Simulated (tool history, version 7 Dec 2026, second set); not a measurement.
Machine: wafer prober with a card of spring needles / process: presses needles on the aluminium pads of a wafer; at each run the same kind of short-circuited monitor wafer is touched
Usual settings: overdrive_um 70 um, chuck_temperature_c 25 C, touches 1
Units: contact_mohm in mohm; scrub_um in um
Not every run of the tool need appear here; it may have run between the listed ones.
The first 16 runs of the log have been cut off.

run	hour	overdrive_um	chuck_temperature_c	touches	touches since the tips were cleaned	cleanings since the card got new needles	touches since the first contact's height was set	contact_mohm	scrub_um
# hour 201.2: height of the first contact set anew
# hour 205: tips cleaned on abrasive film
17	210.1	70	25	2	1919	30	3288	102	11.05
# hour 219: tips cleaned on abrasive film
18	222.3	75	33	1	1244	31	7776	102	11.79
# hour 232.4: tips cleaned on abrasive film
19	233.6	55	70	3	472	32	11941	111	8.66
20	244.5	81	119	3	4514	32	15983	113	12.77
# hour 246.2: tips cleaned on abrasive film
21	256.1	57	77	2	3663	33	20252	111	8.96
# hour 260.3: tips cleaned on abrasive film
22	268.2	67	83	1	2946	34	24716	109	10.54
# hour 274.5: tips cleaned on abrasive film
23	286	70	25	2	4276	35	31294	103	11.02
# hour 288.4: tips cleaned on abrasive film
24	296.3	70	25	2	2913	36	35063	105	11.01
# hour 301.8: tips cleaned on abrasive film
25	308.7	70	25	2	2569	37	39663	101	11.04
# hour 315.6: tips cleaned on abrasive film
26	322.7	70	122	2	2636	38	44806	113	10.94
# hour 329.1: tips cleaned on abrasive film
27	338.9	70	122	2	3616	39	50775	116	11.04
# hour 343.2: tips cleaned on abrasive film
28	355.2	74	42	2	4455	40	56804	105	11.64
# hour 356.9: tips cleaned on abrasive film
# hour 370.4: tips cleaned on abrasive film
29	370.4	74	42	2	0	42	62401	104	11.66
# hour 384.4: tips cleaned on abrasive film
30	385.4	60	41	2	363	43	67921	109	9.46
31	396.8	70	84	1	4609	43	72167	111	11.1
# hour 398.5: tips cleaned on abrasive film
32	407	70	84	1	3152	44	75895	111	10.99
# hour 411.8: tips cleaned on abrasive film
33	422.6	70	71	1	4016	45	81672	109	11.04
# hour 425.2: tips cleaned on abrasive film
34	433.6	60	26	2	3122	46	85706	104	9.44

Below are 3 alternative next runs, each starting from the tool's condition after run 34. Predict each:
# hour 439.1: tips cleaned on abrasive film
A	443.6	60	26	1	1688	47	89409	?	?
# hour 439.1: tips cleaned on abrasive film
B	443.6	73	36	2	1688	47	89409	?	?
# hour 439.1: tips cleaned on abrasive film
C	443.6	58	57	2	1688	47	89409	?	?

run	contact_mohm	scrub_um
A	102	9.4
B	105	11.43
C	110	9.2
What these runs would have given with no unlogged condition in the tool:
run	contact_mohm	scrub_um
A	102	9.41
B	104	11.44
C	110	9.21
